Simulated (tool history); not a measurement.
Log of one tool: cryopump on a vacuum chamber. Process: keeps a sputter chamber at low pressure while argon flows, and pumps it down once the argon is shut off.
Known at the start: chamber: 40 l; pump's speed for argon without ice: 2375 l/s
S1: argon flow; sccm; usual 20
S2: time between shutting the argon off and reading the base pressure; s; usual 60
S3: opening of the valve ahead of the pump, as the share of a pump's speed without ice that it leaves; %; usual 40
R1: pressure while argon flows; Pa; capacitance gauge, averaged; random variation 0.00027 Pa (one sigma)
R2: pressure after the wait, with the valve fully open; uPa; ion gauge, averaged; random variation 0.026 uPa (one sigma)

run 1 day=0.000 | S1=20 S2=60 S3=40 | R1=0.0373 R2=2.04
run 2 day=4.088 | S1=20 S2=60 S3=40 | R1=0.0369 R2=2.05
run 3 day=6.312 | S1=20 S2=60 S3=40 | R1=0.0377 R2=2.10
run 4 day=10.642 | S1=20 S2=60 S3=40 | R1=0.0374 R2=2.12
run 5 day=13.683 | S1=20 S2=60 S3=38 | R1=0.0392 R2=2.16
run 6 day=15.946 | S1=20 S2=60 S3=18 | R1=0.0810 R2=2.18
run 7 day=20.029 | S1=20 S2=60 S3=18 | R1=0.0813 R2=2.17
-- day=23.621 pump warmed up, emptied and cooled again
run 8 day=23.996 | S1=20 S2=60 S3=18 | R1=0.0795 R2=2.07
run 9 day=27.517 | S1=20 S2=60 S3=18 | R1=0.0797 R2=2.11
run 10 day=30.562 | S1=15 S2=60 S3=40 | R1=0.0271 R2=2.09
run 11 day=32.746 | S1=15 S2=60 S3=40 | R1=0.0268 R2=2.12
run 12 day=36.558 | S1=15 S2=60 S3=16 | R1=0.0679 R2=2.14
run 13 day=40.058 | S1=28 S2=238 S3=25 | R1=0.0803 R2=1.46
run 14 day=42.333 | S1=28 S2=238 S3=25 | R1=0.0804 R2=1.47
run 15 day=44.512 | S1=20 S2=60 S3=16 | R1=0.0892 R2=2.25
run 16 day=47.792 | S1=32 S2=96 S3=29 | R1=0.0801 R2=1.91
-- day=49.192 leaking fittings of the chamber tightened, without venting
run 17 day=51.067 | S1=10 S2=105 S3=17 | R1=0.0425 R2=0.76
run 18 day=54.850 | S1=33 S2=105 S3=36 | R1=0.0674 R2=0.81
run 19 day=57.971 | S1=20 S2=53 S3=21 | R1=0.0693 R2=1.41

3 ways to go on from here, each from the tool as it stands after run 19. What would each give?
run A day=62.017 | S1=20 S2=53 S3=46 | R1=? R2=?
run B day=62.017 | S1=20 S2=60 S3=27 | R1=? R2=?
run C day=62.017 | S1=30 S2=47 S3=36 | R1=? R2=?

run=A R1=0.0321 R2=1.36
run=B R1=0.0542 R2=1.31
run=C R1=0.0615 R2=1.52
Without the tool's hidden state the same runs would have given:
run=A R1=0.0307 R2=1.25
run=B R1=0.0528 R2=1.21
run=C R1=0.0594 R2=1.42
